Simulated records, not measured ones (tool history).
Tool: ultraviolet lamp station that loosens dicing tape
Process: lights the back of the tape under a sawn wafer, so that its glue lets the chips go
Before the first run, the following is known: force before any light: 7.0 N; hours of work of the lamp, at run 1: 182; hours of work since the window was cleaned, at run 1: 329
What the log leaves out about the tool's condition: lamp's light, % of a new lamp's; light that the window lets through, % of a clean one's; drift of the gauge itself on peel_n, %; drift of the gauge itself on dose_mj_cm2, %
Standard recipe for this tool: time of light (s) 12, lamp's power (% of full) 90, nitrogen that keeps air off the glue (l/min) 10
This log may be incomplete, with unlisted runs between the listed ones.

run	hour	time of light (s)	lamp's power (% of full)	nitrogen that keeps air off the glue (l/min)	hours of work of the lamp	hours of work since the window was cleaned	force that peels the tape off (N)	light that reached the tape (mJ/cm2)
1	0.0	12	90	10	182	329	0.281	497
# hour 55.3: window cleaned of glue's vapour
2	73.8	12	90	10	239	14	0.382	446
3	109.5	12	90	10	267	42	0.400	435
4	171.9	12	90	10	316	91	0.435	420
5	232.3	12	90	10	363	138	0.451	411
6	279.8	12	90	10	400	176	0.466	405
7	322.1	14	90	10	433	209	0.332	462
# hour 350.4: window cleaned of glue's vapour, once more
8	388.8	7	90	10	485	30	0.914	302
9	449.8	21	90	10	533	78	0.084	874
10	510.1	21	90	10	580	125	0.082	853
11	558.8	21	90	10	618	163	0.080	839
12	592.2	21	90	10	644	189	0.078	837
13	656.2	21	90	10	694	239	0.090	807
14	723.4	12	90	10	747	292	0.377	449
15	757.4	16	90	10	773	318	0.190	587
16	800.4	16	90	10	807	352	0.187	579
# hour 825.9: window cleaned of glue's vapour
17	872.6	16	90	10	863	37	0.149	619
18	909.6	16	90	10	892	65	0.158	614
19	982.5	16	90	10	949	123	0.176	592
20	1041.0	16	90	10	995	168	0.195	583
21	1107.1	12	92	10	1046	220	0.395	435
22	1160.7	12	92	10	1088	262	0.412	429
23	1229.8	12	74	9	1142	316	0.813	326
# hour 1298.6: window cleaned of glue's vapour
24	1300.3	14	80	9	1197	1	0.352	467
25	1361.3	16	71	18	1245	49	0.213	463
26	1423.5	17	74	18	1294	98	0.184	500
27	1481.3	12	96	7	1339	143	0.484	449
28	1530.8	12	96	7	1377	182	0.511	441

What will run 29 give?
29	1574.0	12	93	4	1411	216	?	?

force that peels the tape off (N): 0.858
light that reached the tape (mJ/cm2): 417
Take away the tool's hidden state, keep the run-to-run variation as it was, and the same run would have given force that peels the tape off (N) 0.390, light that reached the tape (mJ/cm2) 586.
